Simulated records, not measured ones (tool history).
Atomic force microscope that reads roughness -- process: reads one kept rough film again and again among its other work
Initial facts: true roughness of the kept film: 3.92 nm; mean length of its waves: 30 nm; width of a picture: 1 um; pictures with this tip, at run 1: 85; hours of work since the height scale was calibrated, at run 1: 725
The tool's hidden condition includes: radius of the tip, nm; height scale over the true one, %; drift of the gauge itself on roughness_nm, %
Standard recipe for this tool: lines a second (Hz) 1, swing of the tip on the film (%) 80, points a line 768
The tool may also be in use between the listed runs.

run	hour	lines a second (Hz)	swing of the tip on the film (%)	points a line	pictures with this tip	hours of work since the height scale was calibrated	roughness of the kept film (nm (root mean square))
1	0	1	80	768	85	725	2.687
# hour 49.1: new tip fitted
2	52.7	1	57	768	5	752	3.382
3	93	1	80	337	56	773	2.824
4	152.4	1.54	80	337	131	803	2.4
# hour 162.6: new tip fitted
5	211.6	1.54	80	337	62	833	2.775
6	255.4	1.54	80	337	118	856	2.482
# hour 276.8: new tip fitted
7	313.2	1.54	80	337	47	885	2.853
8	372.7	1.54	80	337	122	915	2.468
# hour 390.5: new tip fitted
9	421.3	1	80	768	39	940	2.981
10	469	2.34	80	768	100	964	2.435
# hour 505: new tip fitted
11	505	1	80	768	0	982	3.27
12	564.3	1	80	768	76	1013	2.782
13	592.1	1.55	57	768	111	1027	2.687
# hour 618.2: new tip fitted
14	657.6	0.51	80	768	50	1060	2.993
15	705.8	1	57	768	112	1085	2.711
# hour 731.2: new tip fitted
16	746.7	0.59	76	768	20	1105	3.224
17	809.6	1	82	271	100	1138	2.595
18	842.1	1	80	259	141	1154	2.41
# hour 845.5: new tip fitted
19	889.1	1	56	933	56	1178	2.993
20	949.9	1	56	933	133	1209	2.594
# hour 961.4: new tip fitted
21	1005.6	1	80	609	56	1237	2.864

What if the next run were any one of these 3? Each begins from the tool's condition after run 21:
A	1039	3.1	59	290	99	1254	?
B	1039	1.35	68	396	99	1254	?
C	1039	1.25	58	609	99	1254	?

run	roughness of the kept film (nm (root mean square))
A	2.624
B	2.69
C	2.75
The same runs, with their run-to-run variation unchanged, on a tool lacking any hidden condition would have given:
run	roughness of the kept film (nm (root mean square))
A	3.258
B	3.342
C	3.416
